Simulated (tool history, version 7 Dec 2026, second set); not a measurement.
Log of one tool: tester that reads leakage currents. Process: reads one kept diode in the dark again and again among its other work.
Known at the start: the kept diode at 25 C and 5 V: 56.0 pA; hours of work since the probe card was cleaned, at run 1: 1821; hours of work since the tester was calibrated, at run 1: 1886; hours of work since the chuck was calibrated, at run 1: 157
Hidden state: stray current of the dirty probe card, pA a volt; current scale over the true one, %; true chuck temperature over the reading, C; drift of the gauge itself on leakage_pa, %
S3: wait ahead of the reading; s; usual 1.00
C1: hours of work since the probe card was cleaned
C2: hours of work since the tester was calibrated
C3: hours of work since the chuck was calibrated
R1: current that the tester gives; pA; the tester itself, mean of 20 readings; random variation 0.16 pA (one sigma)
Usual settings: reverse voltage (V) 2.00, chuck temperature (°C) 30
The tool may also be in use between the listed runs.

{"run": 1, "hour": 0.0, "reverse voltage (V)": 2.0, "chuck temperature (°C)": 30, "S3": 1.0, "C1": 1821, "C2": 1886, "C3": 157, "R1": 51.27}
{"run": 2, "hour": 60.8, "reverse voltage (V)": 2.0, "chuck temperature (°C)": 30, "S3": 1.0, "C1": 1859, "C2": 1924, "C3": 195, "R1": 51.3}
{"run": 3, "hour": 122.0, "reverse voltage (V)": 2.0, "chuck temperature (°C)": 30, "S3": 1.0, "C1": 1897, "C2": 1962, "C3": 233, "R1": 51.44}
{"run": 4, "hour": 185.7, "reverse voltage (V)": 2.17, "chuck temperature (°C)": 30, "S3": 1.0, "C1": 1937, "C2": 2002, "C3": 273, "R1": 53.93}
{"run": 5, "hour": 283.6, "reverse voltage (V)": 19.01, "chuck temperature (°C)": 30, "S3": 1.0, "C1": 1999, "C2": 2064, "C3": 335, "R1": 193.91}
{"run": 6, "hour": 353.4, "reverse voltage (V)": 19.01, "chuck temperature (°C)": 30, "S3": 1.0, "C1": 2043, "C2": 2108, "C3": 379, "R1": 194.64}
{"hour": 389.1, "done": "tester calibrated"}
{"run": 7, "hour": 453.3, "reverse voltage (V)": 1.24, "chuck temperature (°C)": 30, "S3": 1.0, "C1": 2104, "C2": 40, "C3": 440, "R1": 39.02}
{"run": 8, "hour": 518.9, "reverse voltage (V)": 1.24, "chuck temperature (°C)": 30, "S3": 1.0, "C1": 2145, "C2": 82, "C3": 481, "R1": 38.9}
{"run": 9, "hour": 566.2, "reverse voltage (V)": 1.24, "chuck temperature (°C)": 30, "S3": 1.0, "C1": 2175, "C2": 111, "C3": 511, "R1": 39.14}
{"hour": 604.3, "done": "probe card cleaned and baked"}
{"run": 10, "hour": 653.4, "reverse voltage (V)": 2.0, "chuck temperature (°C)": 30, "S3": 1.0, "C1": 31, "C2": 164, "C3": 564, "R1": 50.06}
{"run": 11, "hour": 707.9, "reverse voltage (V)": 2.0, "chuck temperature (°C)": 30, "S3": 1.0, "C1": 65, "C2": 198, "C3": 598, "R1": 50.14}
{"run": 12, "hour": 784.6, "reverse voltage (V)": 2.0, "chuck temperature (°C)": 30, "S3": 1.0, "C1": 113, "C2": 247, "C3": 646, "R1": 50.41}
{"run": 13, "hour": 850.1, "reverse voltage (V)": 2.0, "chuck temperature (°C)": 30, "S3": 1.0, "C1": 154, "C2": 288, "C3": 688, "R1": 50.46}
{"run": 14, "hour": 943.6, "reverse voltage (V)": 2.0, "chuck temperature (°C)": 30, "S3": 1.0, "C1": 213, "C2": 346, "C3": 746, "R1": 50.74}
{"run": 15, "hour": 1021.9, "reverse voltage (V)": 2.0, "chuck temperature (°C)": 30, "S3": 1.0, "C1": 262, "C2": 396, "C3": 795, "R1": 51.2}
{"run": 16, "hour": 1125.4, "reverse voltage (V)": 2.0, "chuck temperature (°C)": 30, "S3": 1.0, "C1": 327, "C2": 461, "C3": 860, "R1": 51.65}
{"run": 17, "hour": 1169.2, "reverse voltage (V)": 2.0, "chuck temperature (°C)": 30, "S3": 1.59, "C1": 355, "C2": 488, "C3": 888, "R1": 51.54}
{"run": 18, "hour": 1224.5, "reverse voltage (V)": 2.0, "chuck temperature (°C)": 30, "S3": 1.59, "C1": 389, "C2": 523, "C3": 923, "R1": 51.53}
{"run": 19, "hour": 1325.9, "reverse voltage (V)": 5.28, "chuck temperature (°C)": 30, "S3": 1.0, "C1": 453, "C2": 587, "C3": 986, "R1": 89.54}
{"run": 20, "hour": 1400.4, "reverse voltage (V)": 2.0, "chuck temperature (°C)": 30, "S3": 1.0, "C1": 500, "C2": 633, "C3": 1033, "R1": 52.25}
{"run": 21, "hour": 1447.8, "reverse voltage (V)": 7.69, "chuck temperature (°C)": 32, "S3": 1.51, "C1": 530, "C2": 663, "C3": 1063, "R1": 130.26}
{"run": 22, "hour": 1520.3, "reverse voltage (V)": 16.65, "chuck temperature (°C)": 41, "S3": 1.0, "C1": 575, "C2": 709, "C3": 1108, "R1": 378.74}
{"run": 23, "hour": 1612.4, "reverse voltage (V)": 1.24, "chuck temperature (°C)": 33, "S3": 1.0, "C1": 633, "C2": 766, "C3": 1166, "R1": 50.72}
{"run": 24, "hour": 1694.6, "reverse voltage (V)": 1.24, "chuck temperature (°C)": 33, "S3": 1.0, "C1": 685, "C2": 818, "C3": 1218, "R1": 50.68}
{"hour": 1743.7, "done": "chuck's temperature calibrated"}
{"run": 25, "hour": 1761.1, "reverse voltage (V)": 1.24, "chuck temperature (°C)": 33, "S3": 1.0, "C1": 725, "C2": 859, "C3": 11, "R1": 47.36}
{"run": 26, "hour": 1854.6, "reverse voltage (V)": 1.24, "chuck temperature (°C)": 33, "S3": 1.0, "C1": 784, "C2": 917, "C3": 70, "R1": 47.77}
{"run": 27, "hour": 1950.3, "reverse voltage (V)": 2.24, "chuck temperature (°C)": 28, "S3": 0.77, "C1": 844, "C2": 977, "C3": 130, "R1": 46.72}
{"run": 28, "hour": 2015.5, "reverse voltage (V)": 3.28, "chuck temperature (°C)": 28, "S3": 2.11, "C1": 885, "C2": 1018, "C3": 171, "R1": 58.4}
{"run": 29, "hour": 2084.6, "reverse voltage (V)": 3.28, "chuck temperature (°C)": 28, "S3": 2.11, "C1": 928, "C2": 1062, "C3": 214, "R1": 58.31}
{"run": 30, "hour": 2167.4, "reverse voltage (V)": 12.88, "chuck temperature (°C)": 31, "S3": 8.19, "C1": 980, "C2": 1114, "C3": 266, "R1": 158.74}
{"run": 31, "hour": 2265.0, "reverse voltage (V)": 2.74, "chuck temperature (°C)": 23, "S3": 1.14, "C1": 1042, "C2": 1175, "C3": 327, "R1": 37.09}
{"run": 32, "hour": 2314.5, "reverse voltage (V)": 2.46, "chuck temperature (°C)": 45, "S3": 0.93, "C1": 1073, "C2": 1206, "C3": 358, "R1": 164.49}
{"run": 33, "hour": 2380.5, "reverse voltage (V)": 3.73, "chuck temperature (°C)": 33, "S3": 0.36, "C1": 1114, "C2": 1248, "C3": 400, "R1": 92.2}
{"run": 34, "hour": 2469.5, "reverse voltage (V)": 17.19, "chuck temperature (°C)": 36, "S3": 0.41, "C1": 1170, "C2": 1303, "C3": 456, "R1": 273.59}
{"run": 35, "hour": 2547.3, "reverse voltage (V)": 2.0, "chuck temperature (°C)": 53, "S3": 1.0, "C1": 1219, "C2": 1352, "C3": 505, "R1": 249.33}
{"run": 36, "hour": 2600.8, "reverse voltage (V)": 2.0, "chuck temperature (°C)": 52, "S3": 1.0, "C1": 1253, "C2": 1386, "C3": 538, "R1": 233.42}
{"run": 37, "hour": 2654.2, "reverse voltage (V)": 11.66, "chuck temperature (°C)": 54, "S3": 4.05, "C1": 1286, "C2": 1419, "C3": 572, "R1": 720.49}
{"run": 38, "hour": 2759.5, "reverse voltage (V)": 11.66, "chuck temperature (°C)": 54, "S3": 4.05, "C1": 1352, "C2": 1486, "C3": 638, "R1": 720.07}
{"run": 39, "hour": 2830.3, "reverse voltage (V)": 11.66, "chuck temperature (°C)": 54, "S3": 4.05, "C1": 1397, "C2": 1530, "C3": 682, "R1": 727.08}

Measured less the same run without the tool's hidden state. The same run-to-run variation is in both; the gauge's scatter may not be:
run=1 R1=+1.90
run=2 R1=+2.09
run=3 R1=+2.30
run=4 R1=+2.69
run=5 R1=+20.57
run=6 R1=+21.47
run=7 R1=+1.42
run=8 R1=+1.58
run=9 R1=+1.69
run=10 R1=+0.95
run=11 R1=+1.14
run=12 R1=+1.36
run=13 R1=+1.57
run=14 R1=+1.87
run=15 R1=+2.13
run=16 R1=+2.46
run=17 R1=+2.59
run=18 R1=+2.76
run=19 R1=+5.67
run=20 R1=+3.33
run=21 R1=+9.19
run=22 R1=+26.09
run=23 R1=+3.65
run=24 R1=+3.88
run=25 R1=+0.70
run=26 R1=+0.96
run=27 R1=+1.57
run=28 R1=+2.41
run=29 R1=+2.67
run=30 R1=+9.74
run=31 R1=+2.45
run=32 R1=+6.51
run=33 R1=+5.22
run=34 R1=+19.83
run=35 R1=+11.43
run=36 R1=+11.30
run=37 R1=+39.44
run=38 R1=+42.85
run=39 R1=+45.72
